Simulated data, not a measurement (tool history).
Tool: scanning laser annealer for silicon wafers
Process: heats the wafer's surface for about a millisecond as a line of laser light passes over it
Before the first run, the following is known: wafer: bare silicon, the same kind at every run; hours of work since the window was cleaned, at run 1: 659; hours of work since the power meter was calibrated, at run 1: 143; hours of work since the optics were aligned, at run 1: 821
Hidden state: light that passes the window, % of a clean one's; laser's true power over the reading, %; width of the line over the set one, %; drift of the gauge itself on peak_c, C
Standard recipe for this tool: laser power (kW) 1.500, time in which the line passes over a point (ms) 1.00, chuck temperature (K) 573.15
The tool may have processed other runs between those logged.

run	hour	laser power (kW)	time in which the line passes over a point (ms)	chuck temperature (K)	hours of work since the window was cleaned	hours of work since the power meter was calibrated	hours of work since the optics were aligned	highest temperature of the surface (K)
1	0.0	1.500	1.00	573.15	659	143	821	1332.95
2	15.9	1.500	1.00	573.15	669	153	831	1331.95
# hour 28.1: window over the wafer cleaned
3	28.1	1.500	1.00	573.15	0	159	837	1331.35
4	45.1	1.500	1.00	573.15	10	169	847	1332.45
5	65.3	1.500	1.00	573.15	23	182	860	1332.45
6	79.0	1.500	1.00	573.15	31	190	868	1333.15
7	88.9	1.500	1.00	573.15	37	196	874	1334.25
8	101.1	1.500	1.00	573.15	44	204	881	1332.35
9	116.9	1.500	1.00	573.15	54	213	891	1332.95
10	127.7	1.500	1.00	573.15	61	220	898	1331.85
11	152.1	1.500	1.00	573.15	76	235	912	1333.35
12	167.4	1.500	1.00	573.15	85	244	922	1332.65
13	183.8	1.500	1.00	573.15	95	254	932	1333.55
14	196.5	1.500	1.00	573.15	103	262	939	1332.85
15	212.3	1.463	1.23	561.15	112	271	949	1397.95
16	230.2	1.643	1.19	561.15	123	282	960	1483.45
17	252.8	1.643	0.81	561.15	137	296	974	1297.25
18	265.7	1.613	1.09	573.15	145	304	982	1433.05
# hour 275.7: optics aligned, line set to its width
19	294.3	1.545	1.00	598.15	159	318	11	1381.85
20	312.7	1.545	1.00	598.15	170	329	23	1379.25
21	322.6	1.545	1.00	598.15	176	335	29	1380.75
22	338.3	1.545	1.00	598.15	186	345	38	1382.65
23	353.7	1.545	1.00	598.15	195	354	48	1381.85
24	364.3	1.356	0.87	580.15	202	361	54	1210.15
25	388.1	1.500	1.00	566.15	216	375	68	1326.55

Forecast each of these 3 alternatives for the next run:
A	408.1	1.500	0.88	573.15	228	387	81	?
B	408.1	1.574	0.76	537.15	228	387	81	?
C	408.1	1.535	1.16	547.15	228	387	81	?

run	highest temperature of the surface (K)
A	1277.55
B	1217.95
C	1395.65
Without the tool's unlogged condition, the same runs would have read:
run	highest temperature of the surface (K)
A	1277.75
B	1218.05
C	1395.95
